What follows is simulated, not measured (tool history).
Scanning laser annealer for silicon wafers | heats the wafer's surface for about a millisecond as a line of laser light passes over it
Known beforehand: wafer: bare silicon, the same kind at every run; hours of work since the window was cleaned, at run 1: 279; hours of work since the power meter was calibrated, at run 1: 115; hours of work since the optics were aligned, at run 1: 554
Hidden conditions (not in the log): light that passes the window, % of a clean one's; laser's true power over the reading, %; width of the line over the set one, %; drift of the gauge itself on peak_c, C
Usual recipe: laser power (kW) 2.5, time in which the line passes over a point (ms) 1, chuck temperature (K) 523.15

run,day,laser power (kW),time in which the line passes over a point (ms),chuck temperature (K),hours of work since the window was cleaned,hours of work since the power meter was calibrated,hours of work since the optics were aligned,highest temperature of the surface (K)
1,0,2.5,1,523.15,279,115,554,1280.15
2,0.392,2.5,1,523.15,285,120,560,1278.15
3,0.692,2.5,1,523.15,289,125,565,1278.15
4,0.979,2.5,1,523.15,293,129,569,1281.15
5,1.275,2.5,1,523.15,298,133,573,1277.15
6,1.621,2.5,1,554.15,303,138,578,1311.15
7,1.946,2.5,1,559.15,307,143,583,1317.15
8,2.288,2.5,1,559.15,312,148,588,1318.15
9,2.604,2.5,1,559.15,317,153,593,1314.15
10,2.817,2.5,1,559.15,320,156,596,1315.15
11,3.233,2.5,1,559.15,326,162,602,1315.15
12,3.625,2.5,1,559.15,332,168,608,1314.15
13,3.942,2.5,1,559.15,337,172,612,1318.15
14,4.242,2.5,1,523.15,341,177,617,1274.15
15,4.521,2.5,1,523.15,345,181,621,1276.15
16,4.754,2.5,1.1,523.15,349,184,624,1311.15
17,5.058,2.5,1.1,523.15,353,189,629,1310.15
18,5.371,2.5,1.1,523.15,358,193,633,1311.15
# day 5.604: optics aligned, line set to its width
19,6.021,2.5,1,490.15,364,200,6,1241.15
20,6.35,2.5,1,490.15,369,205,11,1243.15
21,6.725,2.5,1,490.15,375,210,17,1239.15
22,7.171,2.525,0.86,490.15,381,217,23,1199.15
# day 7.475: optics aligned, line set to its width, once more
23,7.642,2.684,0.86,489.15,385,221,2,1245.15
24,7.85,2.288,0.85,520.15,388,224,6,1165.15
25,8.217,2.288,0.85,520.15,393,229,11,1163.15
26,8.642,2.288,0.85,520.15,400,235,17,1167.15
27,8.95,2.498,0.82,559.15,404,240,22,1247.15
28,9.192,2.691,1.17,538.15,408,243,25,1410.15
29,9.521,2.189,1.14,539.15,413,248,30,1244.15
30,9.721,2.189,1.14,539.15,416,251,33,1245.15
31,9.946,2.189,1.14,539.15,419,255,36,1245.15
32,10.267,2.189,1.14,539.15,424,259,41,1240.15
33,10.508,2.189,1.14,539.15,427,263,45,1241.15
34,10.908,2.224,0.77,549.15,433,269,50,1151.15
35,11.196,2.224,0.77,549.15,437,273,55,1146.15
36,11.625,2.325,1,549.15,444,279,61,1251.15
37,11.9,2.744,0.76,508.15,448,283,65,1237.15
38,12.25,2.144,0.87,498.15,453,288,70,1109.15
39,12.517,2.411,0.92,532.15,457,292,74,1230.15
40,12.958,2.5,1,522.15,463,299,81,1275.15
41,13.288,2.731,1.12,516.15,468,304,85,1377.15

Consider 3 possible next runs. They are alternatives, not a sequence: every one starts from the tool as it was left by run 41. What does each give?
A,13.725,2.423,0.82,516.15,474,310,92,?
B,13.725,2.223,0.78,517.15,474,310,92,?
C,13.725,2.5,0.81,523.15,474,310,92,?

run,highest temperature of the surface (K)
A,1181.15
B,1116.15
C,1204.15
Without the tool's hidden state the same runs would have given:
run,highest temperature of the surface (K)
A,1199.15
B,1132.15
C,1222.15
